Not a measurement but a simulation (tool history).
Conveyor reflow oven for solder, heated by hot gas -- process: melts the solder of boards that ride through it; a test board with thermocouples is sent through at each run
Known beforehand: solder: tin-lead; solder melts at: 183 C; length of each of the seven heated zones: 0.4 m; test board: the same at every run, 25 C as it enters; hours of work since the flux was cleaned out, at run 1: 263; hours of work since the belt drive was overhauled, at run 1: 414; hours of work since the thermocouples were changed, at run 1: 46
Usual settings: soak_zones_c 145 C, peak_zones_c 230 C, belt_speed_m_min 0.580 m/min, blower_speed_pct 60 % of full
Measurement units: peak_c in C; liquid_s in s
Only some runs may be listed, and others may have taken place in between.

run    hour  soak_zones_c  peak_zones_c  belt_speed_m_min  blower_speed_pct  hours of work since the flux was cleaned out  hours of work since the belt drive was overhauled  hours of work since the thermocouples were changed  peak_c  liquid_s
  1     0.0           145           230             0.580                60                                           263                                                414                                                  46  208.44      54.2
  2    56.5           145           230             0.580                60                                           296                                                447                                                  79  208.14      54.1
  3   149.2           145           230             0.580                60                                           349                                                500                                                 132  207.89      53.7
  4   216.8           145           230             0.580                60                                           388                                                539                                                 171  207.54      53.7
  5   283.7           145           242             0.580                60                                           427                                                578                                                 209  216.88      63.1
      298.0  -- flux residue cleaned out of gas plates and filters
  6   345.3           145           242             0.580                60                                            27                                                610                                                 242  219.22      65.6
  7   388.3           145           242             0.580                60                                            52                                                635                                                 267  219.22      65.5
  8   471.0           145           230             0.580                54                                           100                                                683                                                 314  207.35      53.6
  9   538.9           145           230             0.630                54                                           139                                                722                                                 353  204.42      44.4
 10   640.2           145           230             0.630                54                                           197                                                780                                                 412  204.06      44.1
 11   708.2           145           230             0.630                54                                           236                                                819                                                 451  204.00      43.9
 12   756.8           145           230             0.630                54                                           264                                                847                                                 479  203.65      43.8
 13   849.4           145           230             0.630                54                                           317                                                900                                                 532  203.54      43.5
 14   950.3           145           230             0.469                54                                           376                                                959                                                 590  213.82      76.7
 15  1018.0           145           229             0.580                60                                           415                                                998                                                 629  207.82      53.9
     1050.2  -- flux residue cleaned out of gas plates and filters
 16  1093.5           145           220             0.599                60                                            25                                               1038                                                 670  201.92      45.3
 17  1169.1           143           223             0.485                85                                            68                                               1082                                                 713  214.67      76.8
     1239.7  -- thermocouples of zones 6 and 7 changed
 18  1248.2           143           223             0.485                85                                           113                                               1126                                                   5  213.34      75.5
 19  1305.7           143           223             0.485                85                                           146                                               1159                                                  38  213.21      75.8
 20  1404.5           143           223             0.649                85                                           203                                               1216                                                  95  205.65      46.5
     1417.3  -- belt drive overhauled, speed set with a stopwatch
 21  1456.4           145           230             0.580                75                                           230                                                 23                                                 122  213.36      62.2
 22  1530.9           145           219             0.580                51                                           273                                                 65                                                 165  198.05      40.2
     1617.9  -- belt drive overhauled, speed set with a stopwatch, once more
 23  1624.5           145           219             0.580                51                                           325                                                  4                                                 217  197.00      37.0
 24  1689.9           145           230             0.502                60                                           362                                                 41                                                 255  212.95      69.7
 25  1773.2           145           230             0.502                60                                           410                                                 89                                                 303  212.92      69.8
     1809.6  -- flux residue cleaned out of gas plates and filters
 26  1825.3           145           228             0.580                60                                             9                                                116                                                 330  208.30      54.7
 27  1905.8           158           230             0.580                60                                            55                                                163                                                 376  212.88      66.2
 28  2007.1           145           224             0.480                69                                           114                                                221                                                 434  212.55      74.5
 29  2079.2           145           224             0.480                69                                           155                                                263                                                 476  212.37      74.2
 30  2159.6           145           230             0.639                67                                           201                                                309                                                 522  208.08      48.8

Here are 4 independent what-if runs from the current tool condition. What would each one return?
  A  2228.1           145           230             0.661                67                                           241                                                348                                                 562       ?         ?
  B  2228.1           151           224             0.580                56                                           241                                                348                                                 562       ?         ?
  C  2228.1           145           230             0.635                78                                           241                                                348                                                 562       ?         ?
  D  2228.1           136           230             0.491                67                                           241                                                348                                                 562       ?         ?

run  peak_c  liquid_s
  A  206.53      45.2
  B  204.77      52.8
  C  210.86      52.8
  D  214.63      70.2
What these runs would have given with no unlogged condition in the tool:
run  peak_c  liquid_s
  A  207.11      46.0
  B  204.94      53.3
  C  211.38      53.4
  D  214.80      70.4
